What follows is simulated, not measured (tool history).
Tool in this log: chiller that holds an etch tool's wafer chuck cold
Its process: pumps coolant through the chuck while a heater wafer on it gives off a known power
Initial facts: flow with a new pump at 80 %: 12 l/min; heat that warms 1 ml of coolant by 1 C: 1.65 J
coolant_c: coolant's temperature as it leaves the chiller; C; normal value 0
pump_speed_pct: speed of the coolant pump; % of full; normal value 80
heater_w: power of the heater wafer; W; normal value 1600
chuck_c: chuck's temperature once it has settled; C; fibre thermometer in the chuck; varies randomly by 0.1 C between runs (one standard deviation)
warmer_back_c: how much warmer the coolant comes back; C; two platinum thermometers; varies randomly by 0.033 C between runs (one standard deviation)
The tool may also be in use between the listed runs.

run 1 hour=0 | coolant_c=0 pump_speed_pct=80 heater_w=1600 | chuck_c=15.7 warmer_back_c=4.87
run 2 hour=139 | coolant_c=0 pump_speed_pct=80 heater_w=1129 | chuck_c=11.1 warmer_back_c=3.43
run 3 hour=205.6 | coolant_c=0 pump_speed_pct=80 heater_w=1129 | chuck_c=11.1 warmer_back_c=3.45
run 4 hour=300.6 | coolant_c=0 pump_speed_pct=80 heater_w=1129 | chuck_c=11.1 warmer_back_c=3.48
run 5 hour=378.9 | coolant_c=0 pump_speed_pct=80 heater_w=1600 | chuck_c=15.8 warmer_back_c=4.94
run 6 hour=494.9 | coolant_c=0 pump_speed_pct=61 heater_w=1236 | chuck_c=14.8 warmer_back_c=4.96
run 7 hour=630 | coolant_c=3 pump_speed_pct=97 heater_w=972 | chuck_c=11.5 warmer_back_c=2.42
run 8 hour=715.5 | coolant_c=3 pump_speed_pct=97 heater_w=972 | chuck_c=11.3 warmer_back_c=2.46
run 9 hour=787.2 | coolant_c=3 pump_speed_pct=87 heater_w=1028 | chuck_c=12.7 warmer_back_c=2.95
run 10 hour=878.5 | coolant_c=3 pump_speed_pct=87 heater_w=1028 | chuck_c=12.6 warmer_back_c=2.92

Consider 5 possible next runs. They are alternatives, not a sequence: every one starts from the tool as it was left by run 10. What does each give?
run A hour=974.6 | coolant_c=9 pump_speed_pct=70 heater_w=2136 | chuck_c=? warmer_back_c=?
run B hour=974.6 | coolant_c=9 pump_speed_pct=80 heater_w=956 | chuck_c=? warmer_back_c=?
run C hour=974.6 | coolant_c=3 pump_speed_pct=87 heater_w=2205 | chuck_c=? warmer_back_c=?
run D hour=974.6 | coolant_c=-1 pump_speed_pct=79 heater_w=1320 | chuck_c=? warmer_back_c=?
run E hour=974.6 | coolant_c=-3 pump_speed_pct=80 heater_w=1074 | chuck_c=? warmer_back_c=?

run=A chuck_c=32.8 warmer_back_c=7.6
run=B chuck_c=18.6 warmer_back_c=3
run=C chuck_c=23.9 warmer_back_c=6.32
run=D chuck_c=12.2 warmer_back_c=4.14
run=E chuck_c=7.8 warmer_back_c=3.25
Without the tool's unlogged condition, the same runs would have read:
run=A chuck_c=31.1 warmer_back_c=7.4
run=B chuck_c=18.1 warmer_back_c=2.93
run=C chuck_c=22.5 warmer_back_c=6.16
run=D chuck_c=11.4 warmer_back_c=4.03
run=E chuck_c=7.1 warmer_back_c=3.17
